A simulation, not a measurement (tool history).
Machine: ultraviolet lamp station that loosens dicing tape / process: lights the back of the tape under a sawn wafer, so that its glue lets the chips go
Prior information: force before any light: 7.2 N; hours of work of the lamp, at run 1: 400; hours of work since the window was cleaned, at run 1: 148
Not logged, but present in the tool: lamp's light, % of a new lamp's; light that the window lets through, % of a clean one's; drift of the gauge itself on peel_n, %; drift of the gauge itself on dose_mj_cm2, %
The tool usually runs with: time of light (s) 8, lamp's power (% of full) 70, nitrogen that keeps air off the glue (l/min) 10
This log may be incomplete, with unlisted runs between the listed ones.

run    hour  time of light (s)  lamp's power (% of full)  nitrogen that keeps air off the glue (l/min)  hours of work of the lamp  hours of work since the window was cleaned  force that peels the tape off (N)  light that reached the tape (mJ/cm²)
  1       0                  8                        70                                            10                        400                                         148                              0.501                                   157
  2    56.3                  8                        70                                            10                        435                                         183                              0.516                                   153
       91.1  -- window cleaned of glue's vapour
  3   134.3                  8                        65                                            10                        484                                          27                              0.538                                   152
  4   192.3                  8                        70                                            10                        520                                          63                               0.48                                   158
  5   252.1                  8                        76                                            10                        558                                         101                              0.428                                   166
  6   310.8                  8                        80                                            10                        595                                         138                              0.425                                   168
  7   386.4                  8                        80                                            10                        642                                         185                              0.458                                   164
      417.9  -- window cleaned of glue's vapour
  8   465.9                  8                        80                                            10                        691                                          30                              0.398                                   176
  9   530.3                  8                        80                                            10                        732                                          70                               0.43                                   171
 10   618.4                  8                        80                                            10                        787                                         126                              0.434                                   165
 11   664.7                  8                        70                                            10                        816                                         155                              0.596                                   139
 12   733.9                  9                        70                                            10                        859                                         198                              0.538                                   151
      742.3  -- window cleaned of glue's vapour
 13   791.7                  8                        70                                            10                        895                                          31                              0.553                                   143
 14   882.3                 16                        74                                            10                        952                                          88                              0.223                                   299
 15   934.6                 16                        74                                            10                        985                                         120                              0.252                                   289
 16    1001                 16                        75                                            10                       1026                                         162                              0.246                                   283
 17  1054.2                  8                        63                                            19                       1060                                         195                              0.576                                   114
     1067.4  -- window cleaned of glue's vapour
     1104.5  -- lamp changed
 18  1104.5                  7                        72                                            10                          0                                          23                              0.454                                   160
 19  1195.8                  7                        72                                            10                         57                                          80                              0.478                                   156
 20  1267.6                 13                        72                                            12                        102                                         125                              0.246                                   276
 21  1358.9                  7                        66                                             3                        159                                         182                              1.521                                   132
       1394  -- window cleaned of glue's vapour
 22  1440.4                  7                        66                                             3                        210                                          29                              1.318                                   145
 23  1518.4                  7                        66                                             3                        259                                          78                              1.393                                   137
 24  1556.5                  7                        66                                             3                        283                                         102                               1.42                                   138
 25  1632.2                  8                        68                                             5                        330                                         149                              0.824                                   151

Each row is a separate what-if for the run after 25, all from the same tool condition, not one after another. Results?
  A  1672.2                  8                        98                                             9                        355                                         174                                  ?                                     ?
  B  1672.2                  5                        77                                             5                        355                                         174                                  ?                                     ?
  C  1672.2                  8                        63                                             5                        355                                         174                                  ?                                     ?
  D  1672.2                 14                        70                                            10                        355                                         174                                  ?                                     ?

run  force that peels the tape off (N)  light that reached the tape (mJ/cm²)
  A                              0.286                                   215
  B                              1.544                                   104
  C                              0.997                                   140
  D                              0.254                                   265
Without the tool's hidden state the same runs would have given:
run  force that peels the tape off (N)  light that reached the tape (mJ/cm²)
  A                              0.237                                   257
  B                              1.174                                   124
  C                              0.726                                   167
  D                              0.238                                   318
